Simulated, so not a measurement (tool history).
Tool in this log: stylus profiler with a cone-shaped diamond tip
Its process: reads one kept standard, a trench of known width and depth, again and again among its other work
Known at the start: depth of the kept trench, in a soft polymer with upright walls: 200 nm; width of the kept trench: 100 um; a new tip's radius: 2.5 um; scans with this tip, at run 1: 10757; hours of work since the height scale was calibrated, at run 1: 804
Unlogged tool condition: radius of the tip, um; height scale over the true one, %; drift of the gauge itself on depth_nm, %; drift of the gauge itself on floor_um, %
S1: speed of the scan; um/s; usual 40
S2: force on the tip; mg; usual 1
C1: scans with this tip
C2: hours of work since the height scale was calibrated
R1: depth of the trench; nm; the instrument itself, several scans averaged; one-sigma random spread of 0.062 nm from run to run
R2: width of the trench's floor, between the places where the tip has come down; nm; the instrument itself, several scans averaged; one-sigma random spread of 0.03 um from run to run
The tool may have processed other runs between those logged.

{"run": 1, "hour": 0.0, "S1": 40, "S2": 1, "C1": 10757, "C2": 804, "R1": 200.64, "R2": 97280}
{"run": 2, "hour": 40.3, "S1": 46, "S2": 1, "C1": 10984, "C2": 821, "R1": 200.67, "R2": 97260}
{"run": 3, "hour": 80.5, "S1": 40, "S2": 2.58, "C1": 11211, "C2": 838, "R1": 201.53, "R2": 97440}
{"run": 4, "hour": 127.9, "S1": 40, "S2": 2.58, "C1": 11478, "C2": 858, "R1": 201.54, "R2": 97370}
{"run": 5, "hour": 169.7, "S1": 40, "S2": 2.58, "C1": 11713, "C2": 875, "R1": 201.53, "R2": 97320}
{"run": 6, "hour": 204.3, "S1": 40, "S2": 2.58, "C1": 11909, "C2": 890, "R1": 201.48, "R2": 97430}
{"run": 7, "hour": 254.3, "S1": 13, "S2": 1, "C1": 12190, "C2": 911, "R1": 200.65, "R2": 97470}
{"run": 8, "hour": 299.9, "S1": 13, "S2": 1, "C1": 12447, "C2": 930, "R1": 200.65, "R2": 97450}
{"hour": 305.5, "done": "height scale calibrated on a step standard"}
{"run": 9, "hour": 331.1, "S1": 13, "S2": 1, "C1": 12620, "C2": 11, "R1": 200.44, "R2": 97500}
{"run": 10, "hour": 360.6, "S1": 13, "S2": 1, "C1": 12786, "C2": 23, "R1": 200.39, "R2": 97460}
{"run": 11, "hour": 385.1, "S1": 49, "S2": 1, "C1": 12924, "C2": 34, "R1": 200.47, "R2": 97200}
{"run": 12, "hour": 415.9, "S1": 49, "S2": 1, "C1": 13098, "C2": 47, "R1": 200.53, "R2": 97190}
{"hour": 451.8, "done": "new tip fitted, height scale calibrated"}
{"run": 13, "hour": 453.4, "S1": 56, "S2": 1, "C1": 9, "C2": 1, "R1": 201.08, "R2": 97630}
{"run": 14, "hour": 502.5, "S1": 56, "S2": 0.94, "C1": 286, "C2": 21, "R1": 201.07, "R2": 97500}
{"run": 15, "hour": 536.9, "S1": 22, "S2": 0.97, "C1": 479, "C2": 36, "R1": 200.95, "R2": 97840}
{"hour": 593.4, "done": "height scale calibrated on a step standard, once more"}
{"run": 16, "hour": 593.4, "S1": 22, "S2": 1.9, "C1": 795, "C2": 0, "R1": 201.45, "R2": 97820}
{"run": 17, "hour": 628.5, "S1": 16, "S2": 1.82, "C1": 993, "C2": 15, "R1": 201.33, "R2": 97840}
{"run": 18, "hour": 660.7, "S1": 52, "S2": 0.7, "C1": 1174, "C2": 28, "R1": 200.71, "R2": 97500}
{"run": 19, "hour": 699.0, "S1": 32, "S2": 0.64, "C1": 1390, "C2": 44, "R1": 200.62, "R2": 97630}
{"run": 20, "hour": 736.9, "S1": 28, "S2": 1.88, "C1": 1604, "C2": 60, "R1": 201.34, "R2": 97780}
{"run": 21, "hour": 777.7, "S1": 13, "S2": 2.46, "C1": 1834, "C2": 78, "R1": 201.7, "R2": 97840}

Branching from run 21: 4 alternative next runs. What would each branch give?
{"run": "A", "hour": 806.4, "S1": 19, "S2": 2.26, "C1": 1995, "C2": 90, "R1": "?", "R2": "?"}
{"run": "B", "hour": 806.4, "S1": 146, "S2": 1, "C1": 1995, "C2": 90, "R1": "?", "R2": "?"}
{"run": "C", "hour": 806.4, "S1": 88, "S2": 1.27, "C1": 1995, "C2": 90, "R1": "?", "R2": "?"}
{"run": "D", "hour": 806.4, "S1": 14, "S2": 2.55, "C1": 1995, "C2": 90, "R1": "?", "R2": "?"}

run=A R1=201.54 R2=97850
run=B R1=200.85 R2=96810
run=C R1=200.96 R2=97320
run=D R1=201.86 R2=97860
What these runs would have given with no unlogged condition in the tool:
run=A R1=201.65 R2=97980
run=B R1=200.96 R2=96940
run=C R1=201.07 R2=97450
run=D R1=201.97 R2=97990
